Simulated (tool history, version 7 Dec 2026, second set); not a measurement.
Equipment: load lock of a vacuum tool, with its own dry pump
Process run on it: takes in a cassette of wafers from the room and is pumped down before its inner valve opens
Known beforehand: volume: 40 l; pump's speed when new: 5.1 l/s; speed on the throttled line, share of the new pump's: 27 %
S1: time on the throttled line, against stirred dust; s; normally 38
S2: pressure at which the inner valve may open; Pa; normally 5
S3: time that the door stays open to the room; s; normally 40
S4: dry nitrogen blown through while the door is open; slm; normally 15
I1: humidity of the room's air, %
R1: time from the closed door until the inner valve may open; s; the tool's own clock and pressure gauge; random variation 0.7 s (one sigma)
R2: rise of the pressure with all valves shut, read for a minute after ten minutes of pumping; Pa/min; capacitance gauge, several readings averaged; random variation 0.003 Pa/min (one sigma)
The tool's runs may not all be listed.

run	hour	S1	S2	S3	S4	I1	R1	R2
1	0.0	38	5	40	15	43.2	106.4	0.041
2	354.0	37	5	40	15	47.9	106.0	0.045
3	803.3	37	5	40	15	45.5	104.8	0.039
4	1347.3	37	5	40	15	46.8	105.5	0.046
5	1649.4	37	5	40	15	45.0	105.5	0.043
6	2111.5	41	5	40	15	43.2	108.2	0.042
7	2531.8	33	5	40	15	43.2	102.3	0.038
8	2863.6	43	5	58	15	42.8	110.6	0.050
9	3469.2	38	5	40	40	44.0	106.0	0.033

What will run 10 give?
# hour 3811.0: door's seal changed, seat wiped
10	4047.1	38	9	82	40	45.0	?	?

Logged for run 10: R1 101.1 s, R2 0.045 Pa/min.
Minus the tool's unlogged condition, the same run would have read R1 101.0 s, R2 0.045 Pa/min.

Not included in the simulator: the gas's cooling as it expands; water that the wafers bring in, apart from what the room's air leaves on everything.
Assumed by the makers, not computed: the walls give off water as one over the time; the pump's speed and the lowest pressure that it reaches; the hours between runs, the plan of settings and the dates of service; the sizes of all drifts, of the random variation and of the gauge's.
